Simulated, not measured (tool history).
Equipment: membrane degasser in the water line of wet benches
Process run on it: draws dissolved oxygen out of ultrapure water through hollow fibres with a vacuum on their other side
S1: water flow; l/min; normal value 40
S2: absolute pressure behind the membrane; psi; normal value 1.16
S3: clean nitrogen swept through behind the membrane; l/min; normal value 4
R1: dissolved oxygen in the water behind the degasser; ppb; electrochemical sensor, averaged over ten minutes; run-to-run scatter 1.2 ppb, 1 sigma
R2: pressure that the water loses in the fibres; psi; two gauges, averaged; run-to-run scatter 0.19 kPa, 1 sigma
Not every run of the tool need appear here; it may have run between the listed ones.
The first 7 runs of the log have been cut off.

{"run": 8, "day": 25.104, "S1": 40, "S2": 1.16, "S3": 4, "R1": 113.4, "R2": 5.524}
{"run": 9, "day": 27.454, "S1": 40, "S2": 1.16, "S3": 4, "R1": 117, "R2": 5.516}
{"run": 10, "day": 31.762, "S1": 40, "S2": 2.857, "S3": 4, "R1": 372.3, "R2": 5.523}
{"run": 11, "day": 33.642, "S1": 40, "S2": 2.857, "S3": 4, "R1": 374, "R2": 5.535}
{"run": 12, "day": 37.121, "S1": 40, "S2": 1.16, "S3": 2.32, "R1": 186.2, "R2": 5.509}
{"run": 13, "day": 40.642, "S1": 27, "S2": 1.16, "S3": 2.32, "R1": 131.8, "R2": 3.712}
{"run": 14, "day": 43.358, "S1": 27, "S2": 1.16, "S3": 2.32, "R1": 132.3, "R2": 3.741}
{"run": 15, "day": 47.917, "S1": 27, "S2": 1.16, "S3": 2.32, "R1": 131, "R2": 3.725}
{"run": 16, "day": 50.7, "S1": 27, "S2": 1.16, "S3": 2.32, "R1": 129.4, "R2": 3.743}
{"run": 17, "day": 53.938, "S1": 50, "S2": 1.648, "S3": 1.8, "R1": 461.2, "R2": 6.95}
{"run": 18, "day": 55.846, "S1": 50, "S2": 1.648, "S3": 1.8, "R1": 475.4, "R2": 6.921}
{"run": 19, "day": 58.075, "S1": 50, "S2": 1.648, "S3": 1.8, "R1": 462.5, "R2": 6.918}
{"run": 20, "day": 60.212, "S1": 56, "S2": 2.541, "S3": 8.07, "R1": 232, "R2": 7.726}
{"run": 21, "day": 63.071, "S1": 56, "S2": 2.541, "S3": 8.07, "R1": 240.4, "R2": 7.712}
{"run": 22, "day": 67.042, "S1": 36, "S2": 0.95, "S3": 4.38, "R1": 67.7, "R2": 4.998}
{"run": 23, "day": 71.092, "S1": 36, "S2": 0.95, "S3": 4.38, "R1": 67.1, "R2": 4.992}
{"run": 24, "day": 74.621, "S1": 53, "S2": 0.982, "S3": 2.22, "R1": 187.5, "R2": 7.378}
{"run": 25, "day": 78.175, "S1": 53, "S2": 0.982, "S3": 2.22, "R1": 187.7, "R2": 7.313}
{"run": 26, "day": 82.821, "S1": 34, "S2": 1.198, "S3": 5.21, "R1": 79.3, "R2": 4.672}
{"run": 27, "day": 86.342, "S1": 34, "S2": 1.198, "S3": 5.21, "R1": 81.2, "R2": 4.695}
{"run": 28, "day": 90.117, "S1": 33, "S2": 1.558, "S3": 4, "R1": 149.1, "R2": 4.618}
{"run": 29, "day": 94.075, "S1": 33, "S2": 1.558, "S3": 4, "R1": 148.1, "R2": 4.531}
{"run": 30, "day": 97.662, "S1": 26, "S2": 1.16, "S3": 4.78, "R1": 63.7, "R2": 3.6}
{"run": 31, "day": 100.475, "S1": 26, "S2": 1.018, "S3": 5.69, "R1": 43.7, "R2": 3.609}
{"run": 32, "day": 104.7, "S1": 32, "S2": 2.592, "S3": 5.69, "R1": 193.5, "R2": 4.437}

Consider 3 possible next runs. They are alternatives, not a sequence: every one starts from the tool as it was left by run 32. What does each give?
{"run": "A", "day": 107.7, "S1": 26, "S2": 1.079, "S3": 6.66, "R1": "?", "R2": "?"}
{"run": "B", "day": 107.7, "S1": 42, "S2": 1.772, "S3": 6.92, "R1": "?", "R2": "?"}
{"run": "C", "day": 107.7, "S1": 49, "S2": 1.806, "S3": 4, "R1": "?", "R2": "?"}

run=A R1=40.9 R2=3.59
run=B R1=136.6 R2=5.835
run=C R1=256.1 R2=6.77
Had the tool no hidden state, the same runs would have come out as:
run=A R1=40.7 R2=3.585
run=B R1=136.3 R2=5.829
run=C R1=255.6 R2=6.765
